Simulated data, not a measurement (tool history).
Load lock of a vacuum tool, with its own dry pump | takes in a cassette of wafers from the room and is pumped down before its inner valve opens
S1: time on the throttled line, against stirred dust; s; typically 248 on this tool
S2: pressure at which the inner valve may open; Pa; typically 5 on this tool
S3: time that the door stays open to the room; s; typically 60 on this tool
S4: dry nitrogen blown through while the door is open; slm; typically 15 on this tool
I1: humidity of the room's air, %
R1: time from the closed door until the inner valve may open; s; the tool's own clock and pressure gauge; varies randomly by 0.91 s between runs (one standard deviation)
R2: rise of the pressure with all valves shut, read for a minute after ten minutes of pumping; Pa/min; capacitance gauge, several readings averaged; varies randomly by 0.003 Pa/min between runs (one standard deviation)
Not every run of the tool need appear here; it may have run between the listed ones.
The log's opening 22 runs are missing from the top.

Run 23, hour 2852.2: usual settings but S1 202 s, S4 22 slm; I1 45.1. Result: R1 318.1 s, R2 0.100 Pa/min.
Run 24, hour 2972.2: usual settings but S1 463 s, S3 86 s, S4 29 slm; I1 47.3. Result: R1 548.5 s, R2 0.109 Pa/min.
Run 25, hour 3103.4: usual settings but S1 467 s, S2 6 Pa, S4 21 slm; I1 45.5. Result: R1 548.7 s, R2 0.105 Pa/min.
Run 26, hour 3183.2: usual settings but S1 419 s, S2 8 Pa, S3 85 s, S4 34 slm; I1 45.4. Result: R1 504.5 s, R2 0.106 Pa/min.
Run 27, hour 3341.7: usual settings but S1 370 s, S2 8 Pa, S3 26 s, S4 11 slm; I1 45.9. Result: R1 458.5 s, R2 0.107 Pa/min.
Run 28, hour 3423.7: usual settings but S1 370 s, S2 8 Pa, S3 26 s, S4 11 slm; I1 44.2. Result: R1 456.7 s, R2 0.105 Pa/min.
Run 29, hour 3559.4: usual settings but S1 343 s, S2 8 Pa, S3 31 s, S4 10 slm; I1 44.3. Result: R1 436.3 s, R2 0.115 Pa/min.
Run 30, hour 3742.8: usual settings but S1 299 s, S2 9 Pa, S3 31 s, S4 10 slm; I1 45.7. Result: R1 396.3 s, R2 0.117 Pa/min.
Run 31, hour 3928.9: usual settings but S1 251 s, S2 7 Pa, S3 31 s, S4 10 slm; I1 46.3. Result: R1 357.7 s, R2 0.123 Pa/min.
Run 32, hour 4034.3: usual settings but S1 129 s, S3 30 s, S4 6 slm; I1 42.8. Result: R1 254.6 s, R2 0.126 Pa/min.
Run 33, hour 4204.9: usual settings but S1 283 s, S3 102 s, S4 6 slm; I1 44.8. Result: R1 389.0 s, R2 0.163 Pa/min.
Run 34, hour 4349.2: usual settings but S2 6 Pa; I1 45.6. Result: R1 355.8 s, R2 0.137 Pa/min.
Run 35, hour 4439.7: usual settings but S2 6 Pa, S3 98 s, S4 7 slm; I1 46.0. Result: R1 356.7 s, R2 0.162 Pa/min.
Run 36, hour 4576.9: usual settings but S1 175 s, S2 9 Pa, S3 50 s, S4 40 slm; I1 44.4. Result: R1 285.6 s, R2 0.117 Pa/min.
Run 37, hour 4699.5: usual settings but S2 7 Pa, S3 91 s; I1 45.7. Result: R1 353.4 s, R2 0.151 Pa/min.

Here are 4 independent what-if runs from the current tool condition. What would each one return?
Run A, hour 4853.3: usual settings but S1 290 s, S2 8 Pa, S3 91 s, S4 5 slm; I1 46.4. Result: R1 ?, R2 ?.
Run B, hour 4853.3: usual settings but S1 224 s, S2 10 Pa, S3 91 s; I1 45.6. Result: R1 ?, R2 ?.
Run C, hour 4853.3: usual settings but S3 193 s; I1 43.4. Result: R1 ?, R2 ?.
Run D, hour 4853.3: usual settings but S1 214 s; I1 43.3. Result: R1 ?, R2 ?.

run     R1     R2
  A  389.0  0.170
  B  326.6  0.154
  C  358.3  0.171
  D  328.9  0.144
With no hidden state in the tool, these same runs would have given:
run     R1     R2
  A  381.3  0.075
  B  318.6  0.058
  C  349.6  0.076
  D  319.9  0.047
